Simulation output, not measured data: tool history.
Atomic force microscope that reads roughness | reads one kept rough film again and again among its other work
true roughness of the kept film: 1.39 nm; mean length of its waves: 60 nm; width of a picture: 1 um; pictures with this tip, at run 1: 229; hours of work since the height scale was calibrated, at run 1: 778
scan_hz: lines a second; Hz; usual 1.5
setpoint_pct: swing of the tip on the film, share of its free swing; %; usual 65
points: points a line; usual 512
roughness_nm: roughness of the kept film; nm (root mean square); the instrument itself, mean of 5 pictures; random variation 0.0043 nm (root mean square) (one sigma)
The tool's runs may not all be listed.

| run | day | scan_hz | setpoint_pct | points | pictures with this tip | hours of work since the height scale was calibrated | roughness_nm |
|---|---|---|---|---|---|---|---|
| 1 | 0 | 1.5 | 65 | 512 | 229 | 778 | 1.299 |
|  | 0.412 | new tip fitted |
| 2 | 2.138 | 1.5 | 65 | 512 | 89 | 812 | 1.327 |
| 3 | 3.588 | 1.5 | 65 | 512 | 163 | 836 | 1.317 |
|  | 5.321 | new tip fitted |
| 4 | 5.775 | 1.5 | 65 | 512 | 23 | 872 | 1.332 |
| 5 | 7.171 | 1.5 | 65 | 512 | 96 | 895 | 1.317 |
| 6 | 9.283 | 1.5 | 59 | 512 | 205 | 929 | 1.324 |
|  | 10.288 | new tip fitted |
| 7 | 11.596 | 1.5 | 65 | 512 | 68 | 967 | 1.315 |
| 8 | 13.275 | 1.5 | 65 | 358 | 155 | 994 | 1.309 |
|  | 15.121 | new tip fitted |
| 9 | 15.608 | 1.5 | 65 | 512 | 25 | 1032 | 1.334 |
| 10 | 17.383 | 1.5 | 65 | 512 | 117 | 1061 | 1.317 |
| 11 | 19.667 | 1.5 | 65 | 512 | 235 | 1099 | 1.304 |
|  | 19.996 | new tip fitted |
| 12 | 22.012 | 1.5 | 58 | 512 | 104 | 1137 | 1.346 |
| 13 | 23.458 | 1.5 | 58 | 512 | 178 | 1161 | 1.33 |
|  | 24.954 | new tip fitted |
| 14 | 25.471 | 2.11 | 65 | 512 | 26 | 1193 | 1.318 |
| 15 | 26.933 | 1.5 | 65 | 539 | 102 | 1217 | 1.323 |
| 16 | 29.192 | 2.97 | 67 | 902 | 218 | 1254 | 1.264 |
|  | 29.858 | new tip fitted |
| 17 | 31.133 | 2.97 | 67 | 902 | 66 | 1286 | 1.282 |
| 18 | 32.217 | 1.68 | 69 | 317 | 122 | 1304 | 1.308 |
| 19 | 34.175 | 0.74 | 69 | 588 | 223 | 1336 | 1.329 |
|  | 34.842 | new tip fitted |
| 20 | 35.7 | 1.26 | 65 | 512 | 44 | 1360 | 1.339 |
| 21 | 37.938 | 1.76 | 66 | 485 | 160 | 1397 | 1.311 |
|  | 39.746 | new tip fitted |
| 22 | 39.746 | 0.91 | 74 | 688 | 0 | 1426 | 1.341 |
| 23 | 41.392 | 1.16 | 74 | 416 | 85 | 1453 | 1.305 |
| 24 | 42.454 | 1.16 | 74 | 416 | 140 | 1471 | 1.313 |
| 25 | 43.683 | 1.16 | 74 | 416 | 204 | 1491 | 1.301 |
|  | 44.654 | new tip fitted |
| 26 | 45.642 | 1.07 | 65 | 390 | 51 | 1523 | 1.346 |
| 27 | 47.458 | 0.84 | 56 | 512 | 144 | 1553 | 1.349 |
|  | 49.508 | new tip fitted |
| 28 | 49.575 | 2.33 | 56 | 512 | 4 | 1587 | 1.341 |

Hidden state or all else? Some run-to-run changes of roughness_nm, split into what the settings, what came in and random variation would give without the hidden state, and what is left for the hidden state (with any gauge scatter that isn't in both results):
The hidden state here: radius of the tip, nm; height scale over the true one, %; drift of the gauge itself on roughness_nm, %.
Run 13 -> 14: scan_hz 1.5 -> 2.11, setpoint_pct 58 -> 65, new tip fitted. roughness_nm -0.012 nm (root mean square): hidden state +0.023, all else -0.035.
Run 15 -> 16: scan_hz 1.5 -> 2.97, setpoint_pct 65 -> 67, points 539 -> 902. roughness_nm -0.059 nm (root mean square): hidden state -0.016, all else -0.043.
Run 19 -> 20: scan_hz 0.74 -> 1.26, setpoint_pct 69 -> 65, points 588 -> 512, new tip fitted. roughness_nm +0.01 nm (root mean square): hidden state +0.025, all else -0.015.
Run 25 -> 26: scan_hz 1.16 -> 1.07, setpoint_pct 74 -> 65, points 416 -> 390, new tip fitted. roughness_nm +0.045 nm (root mean square): hidden state +0.022, all else +0.023.
